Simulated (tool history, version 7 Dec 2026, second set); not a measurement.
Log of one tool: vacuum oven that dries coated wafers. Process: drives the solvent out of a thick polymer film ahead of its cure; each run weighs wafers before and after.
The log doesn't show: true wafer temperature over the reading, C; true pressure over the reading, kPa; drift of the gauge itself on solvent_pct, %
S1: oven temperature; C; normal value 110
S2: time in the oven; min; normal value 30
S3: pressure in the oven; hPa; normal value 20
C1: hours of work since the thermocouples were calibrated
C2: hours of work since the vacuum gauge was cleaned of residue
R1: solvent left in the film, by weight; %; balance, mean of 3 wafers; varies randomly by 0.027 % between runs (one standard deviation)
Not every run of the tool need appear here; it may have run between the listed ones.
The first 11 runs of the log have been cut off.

Run 12, hour 998.1: usual settings but S3 11.3 hPa; C1 905; C2 1410. Result: R1 2.55 %.
Run 13, hour 1082.3: usual settings but S3 11.3 hPa; C1 968; C2 1473. Result: R1 2.54 %.
Run 14, hour 1151.7: usual settings but S3 11.3 hPa; C1 1020; C2 1525. Result: R1 2.52 %.
Run 15, hour 1275.1: usual settings but S3 11.3 hPa; C1 1112; C2 1618. Result: R1 2.52 %.
Run 16, hour 1389.5: usual settings; C1 1198; C2 1704. Result: R1 3.22 %.
Run 17, hour 1480.1: usual settings; C1 1266; C2 1771. Result: R1 3.21 %.
Run 18, hour 1598: usual settings; C1 1354; C2 1860. Result: R1 3.21 %.
Run 19, hour 1704: usual settings but S3 30.6 hPa; C1 1433; C2 1939. Result: R1 4.02 %.
Run 20, hour 1788.2: usual settings but S1 120 C, S2 22 min, S3 61.7 hPa; C1 1497; C2 2002. Result: R1 4.61 %.
Run 21, hour 1844.8: usual settings but S1 120 C, S2 22 min, S3 61.7 hPa; C1 1539; C2 2045. Result: R1 4.6 %.
Run 22, hour 1922.7: usual settings but S1 113 C, S2 37 min, S3 29.4 hPa; C1 1597; C2 2103. Result: R1 2.85 %.
At hour 1987.3: oven's thermocouples calibrated.
Run 23, hour 2040.9: usual settings but S1 105 C, S2 28 min, S3 10.1 hPa; C1 40; C2 2190. Result: R1 4.36 %.
At hour 2076.7: vacuum gauge cleaned of residue and calibrated.
Run 24, hour 2140.2: usual settings but S1 100 C, S2 16 min, S3 67.7 hPa; C1 113; C2 48. Result: R1 13.22 %.
Run 25, hour 2237.3: usual settings but S1 106 C, S3 31.2 hPa; C1 186; C2 120. Result: R1 5.31 %.
Run 26, hour 2307.8: usual settings but S1 102 C, S2 53 min; C1 239; C2 173. Result: R1 3.29 %.
Run 27, hour 2405.3: usual settings but S1 99 C, S2 17 min, S3 11.5 hPa; C1 312; C2 246. Result: R1 8.82 %.
Run 28, hour 2518.8: usual settings but S1 116 C, S2 44 min, S3 11.5 hPa; C1 397; C2 331. Result: R1 1.01 %.
Run 29, hour 2579.4: usual settings but S1 120 C, S2 23 min, S3 11 hPa; C1 443; C2 377. Result: R1 1.61 %.
Run 30, hour 2698.6: usual settings but S1 123 C, S2 25 min, S3 25.8 hPa; C1 532; C2 466. Result: R1 1.88 %.
Run 31, hour 2820: usual settings but S1 123 C, S2 25 min, S3 25.8 hPa; C1 623; C2 557. Result: R1 1.87 %.
Run 32, hour 2929.9: usual settings but S1 123 C, S2 18 min, S3 25.8 hPa; C1 705; C2 639. Result: R1 2.55 %.
Run 33, hour 2992.8: usual settings but S1 123 C, S2 18 min, S3 25.8 hPa; C1 752; C2 686. Result: R1 2.55 %.
Run 34, hour 3093.1: usual settings but S1 123 C, S2 18 min, S3 25.8 hPa; C1 827; C2 761. Result: R1 2.53 %.

Each row is a separate what-if for the run after 34, all from the same tool condition, not one after another. Results?
Run A, hour 3209.5: usual settings but S1 106 C, S2 44 min, S3 67.3 hPa; C1 915; C2 849. Result: R1 ?.
Run B, hour 3209.5: usual settings but S1 119 C, S2 34 min, S3 15.9 hPa; C1 915; C2 849. Result: R1 ?.
Run C, hour 3209.5: usual settings but S1 121 C, S3 20.4 hPa; C1 915; C2 849. Result: R1 ?.
Run D, hour 3209.5: usual settings but S1 122 C, S3 41 hPa; C1 915; C2 849. Result: R1 ?.

run    R1
  A  7.34
  B  1.33
  C  1.54
  D  2.68
Stripped of hidden state, with their random variation kept, the same runs would have yielded:
run    R1
  A   7.5
  B  1.32
  C  1.55
  D  2.71
